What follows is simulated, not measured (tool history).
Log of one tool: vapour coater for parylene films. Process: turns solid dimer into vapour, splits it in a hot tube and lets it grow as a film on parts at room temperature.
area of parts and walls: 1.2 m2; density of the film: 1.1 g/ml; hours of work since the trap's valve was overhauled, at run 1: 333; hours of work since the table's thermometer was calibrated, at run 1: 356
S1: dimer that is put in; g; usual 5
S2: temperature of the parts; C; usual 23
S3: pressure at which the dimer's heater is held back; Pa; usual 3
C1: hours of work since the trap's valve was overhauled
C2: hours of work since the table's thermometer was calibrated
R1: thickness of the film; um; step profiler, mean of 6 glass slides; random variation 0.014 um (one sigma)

run,day,S1,S2,S3,C1,C2,R1
1,0,5,23,3,333,356,2.14
2,0.508,5,23,3,343,366,2.13
3,1.171,5,23,3,356,380,2.13
4,1.629,5,23,3,365,389,2.11
5,2.379,5,30,3,380,403,1.79
6,2.967,5,30,3,391,415,1.78
# day 3.725: trap's valve overhauled
7,3.725,5,30,3,0,427,1.95
8,4.204,5,30,3,10,436,1.96
9,5.108,5,23,3,27,454,2.33
10,5.879,5,23,3,43,469,2.29
11,6.775,5,23,3,60,487,2.33
12,7.321,5,23,3,71,498,2.29
13,7.817,5,23,9.26,81,507,1.81
14,8.379,5,23,3,92,518,2.26
15,8.867,4,20,6.02,102,528,1.69
16,9.475,3,31,6.02,114,540,0.96
17,10.021,6,27,3,124,551,2.46
18,10.85,9,22,11.22,141,567,3.18
19,11.733,9,19,6.75,158,585,3.75
20,12.262,3,23,8.12,169,595,1.07
21,13.071,5,19,8.12,185,611,2.01
22,13.862,5,23,3,200,627,2.22
23,14.558,5,23,3,214,640,2.18
24,15.404,5,23,3,231,657,2.22
25,15.792,5,23,2.43,238,665,2.28
26,16.646,8,23,3,255,682,3.51
27,17.362,2,16,5.29,269,696,0.92
28,17.858,2,17,4.68,279,706,0.93

5 ways to go on from here, each from the tool as it stands after run 28. What would each give?
A,18.562,2,17,11.54,293,720,?
B,18.562,2,24,4.68,293,720,?
C,18.562,8,31,4.97,293,720,?
D,18.562,2,25,3,293,720,?
E,18.562,2,20,7.81,293,720,?

run,R1
A,0.77
B,0.77
C,2.59
D,0.81
E,0.79
Without the tool's hidden state the same runs would have given:
run,R1
A,0.83
B,0.83
C,2.8
D,0.88
E,0.85
